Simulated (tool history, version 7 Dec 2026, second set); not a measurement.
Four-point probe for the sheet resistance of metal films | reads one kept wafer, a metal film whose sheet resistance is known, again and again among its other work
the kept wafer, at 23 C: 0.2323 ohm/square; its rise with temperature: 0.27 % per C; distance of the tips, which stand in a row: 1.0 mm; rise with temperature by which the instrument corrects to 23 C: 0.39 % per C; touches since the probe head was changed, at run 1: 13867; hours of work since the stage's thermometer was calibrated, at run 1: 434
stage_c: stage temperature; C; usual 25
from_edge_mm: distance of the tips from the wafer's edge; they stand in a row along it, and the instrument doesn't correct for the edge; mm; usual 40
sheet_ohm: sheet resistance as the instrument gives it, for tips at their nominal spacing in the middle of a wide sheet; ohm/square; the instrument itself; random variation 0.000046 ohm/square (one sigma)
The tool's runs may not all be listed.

| run | day | stage_c | from_edge_mm | touches since the probe head was changed | hours of work since the stage's thermometer was calibrated | sheet_ohm |
|---|---|---|---|---|---|---|
| 1 | 0.000 | 25 | 40 | 13867 | 434 | 0.232149 |
| 2 | 0.654 | 25 | 40 | 14244 | 442 | 0.232106 |
| 3 | 1.675 | 25 | 40 | 14833 | 454 | 0.232072 |
| 4 | 2.492 | 25 | 40 | 15304 | 464 | 0.232100 |
| 5 | 3.479 | 21 | 40 | 15871 | 475 | 0.233159 |
| 6 | 4.167 | 21 | 40 | 16267 | 484 | 0.233145 |
| 7 | 5.146 | 20 | 40 | 16833 | 495 | 0.233467 |
| 8 | 6.104 | 20 | 40 | 17385 | 507 | 0.233476 |
| 9 | 6.679 | 20 | 40 | 17715 | 514 | 0.233438 |
| 10 | 7.500 | 20 | 40 | 18188 | 524 | 0.233374 |
| 11 | 8.188 | 25 | 40 | 18583 | 532 | 0.232066 |
| 12 | 9.146 | 25 | 40 | 19135 | 543 | 0.231992 |
| 13 | 9.692 | 26 | 40 | 19452 | 550 | 0.231797 |
| 14 | 10.712 | 25 | 40 | 20039 | 562 | 0.232032 |
| 15 | 11.642 | 20 | 64 | 20574 | 573 | 0.233381 |
| 16 | 12.508 | 30 | 32 | 21073 | 584 | 0.230687 |
| 17 | 13.583 | 29 | 7 | 21692 | 597 | 0.233421 |
| 18 | 14.354 | 25 | 3 | 22137 | 606 | 0.244999 |
| 19 | 15.408 | 25 | 3 | 22745 | 618 | 0.245068 |
| 20 | 16.146 | 24 | 40 | 23170 | 627 | 0.232296 |
| 21 | 16.646 | 28 | 34 | 23456 | 633 | 0.231196 |
| 22 | 17.762 | 28 | 6 | 24102 | 647 | 0.234504 |
| 23 | 18.754 | 20 | 5 | 24673 | 659 | 0.238264 |
| 24 | 19.233 | 25 | 37 | 24948 | 664 | 0.232005 |
| 25 | 20.042 | 21 | 45 | 25412 | 674 | 0.233102 |
| 26 | 21.100 | 21 | 45 | 26024 | 687 | 0.233149 |
| 27 | 22.117 | 21 | 45 | 26610 | 699 | 0.233151 |

Run 28 comes next. What will it give?
| 28 | 23.108 | 22 | 65 | 27181 | 711 | ? |

Run 28 gave sheet_ohm 0.232870 ohm/square.
Without the tool's hidden state the same run would have given sheet_ohm 0.232667 ohm/square.
